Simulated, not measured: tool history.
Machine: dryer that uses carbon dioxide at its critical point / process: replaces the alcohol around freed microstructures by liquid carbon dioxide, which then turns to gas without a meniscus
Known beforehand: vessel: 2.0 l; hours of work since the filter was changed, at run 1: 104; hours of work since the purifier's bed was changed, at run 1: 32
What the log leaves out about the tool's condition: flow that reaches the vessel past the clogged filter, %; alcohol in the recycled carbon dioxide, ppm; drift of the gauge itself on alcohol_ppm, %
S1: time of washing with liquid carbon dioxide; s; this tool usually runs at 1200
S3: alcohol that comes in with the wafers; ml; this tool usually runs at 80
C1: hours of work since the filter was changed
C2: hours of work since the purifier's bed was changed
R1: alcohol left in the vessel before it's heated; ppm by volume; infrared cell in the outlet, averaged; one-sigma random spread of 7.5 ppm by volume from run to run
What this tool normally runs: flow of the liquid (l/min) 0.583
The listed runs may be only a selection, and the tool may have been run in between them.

{"run": 1, "hour": 0.0, "S1": 1200, "flow of the liquid (l/min)": 0.583, "S3": 80, "C1": 104, "C2": 32, "R1": 438}
{"run": 2, "hour": 21.7, "S1": 1200, "flow of the liquid (l/min)": 0.583, "S3": 80, "C1": 121, "C2": 48, "R1": 474}
{"run": 3, "hour": 34.9, "S1": 1200, "flow of the liquid (l/min)": 0.583, "S3": 80, "C1": 130, "C2": 58, "R1": 459}
{"run": 4, "hour": 49.3, "S1": 1200, "flow of the liquid (l/min)": 0.583, "S3": 80, "C1": 141, "C2": 69, "R1": 475}
{"run": 5, "hour": 71.5, "S1": 1260, "flow of the liquid (l/min)": 0.583, "S3": 80, "C1": 158, "C2": 85, "R1": 395}
{"run": 6, "hour": 88.9, "S1": 1260, "flow of the liquid (l/min)": 0.806, "S3": 80, "C1": 171, "C2": 98, "R1": 80}
{"run": 7, "hour": 107.5, "S1": 1260, "flow of the liquid (l/min)": 0.806, "S3": 103, "C1": 184, "C2": 112, "R1": 92}
{"run": 8, "hour": 127.5, "S1": 1260, "flow of the liquid (l/min)": 0.583, "S3": 80, "C1": 199, "C2": 127, "R1": 418}
{"run": 9, "hour": 146.9, "S1": 1260, "flow of the liquid (l/min)": 0.91, "S3": 80, "C1": 214, "C2": 142, "R1": 49}
{"run": 10, "hour": 159.2, "S1": 1260, "flow of the liquid (l/min)": 0.793, "S3": 80, "C1": 223, "C2": 151, "R1": 104}
{"run": 11, "hour": 171.9, "S1": 1260, "flow of the liquid (l/min)": 0.793, "S3": 80, "C1": 232, "C2": 160, "R1": 100}
{"run": 12, "hour": 184.7, "S1": 1200, "flow of the liquid (l/min)": 0.583, "S3": 80, "C1": 242, "C2": 170, "R1": 559}
{"run": 13, "hour": 207.1, "S1": 1200, "flow of the liquid (l/min)": 0.583, "S3": 80, "C1": 259, "C2": 186, "R1": 560}
{"run": 14, "hour": 222.4, "S1": 840, "flow of the liquid (l/min)": 0.583, "S3": 22, "C1": 270, "C2": 198, "R1": 580}
{"run": 15, "hour": 245.5, "S1": 900, "flow of the liquid (l/min)": 0.528, "S3": 22, "C1": 287, "C2": 215, "R1": 664}

Run 16 has not been measured yet. What should we expect?
{"run": 16, "hour": 260.7, "S1": 1080, "flow of the liquid (l/min)": 0.583, "S3": 79, "C1": 299, "C2": 226, "R1": "?"}

R1: 878 ppm by volume
Take away the tool's hidden state, keep the run-to-run variation as it was, and the same run would have given R1 582 ppm by volume.

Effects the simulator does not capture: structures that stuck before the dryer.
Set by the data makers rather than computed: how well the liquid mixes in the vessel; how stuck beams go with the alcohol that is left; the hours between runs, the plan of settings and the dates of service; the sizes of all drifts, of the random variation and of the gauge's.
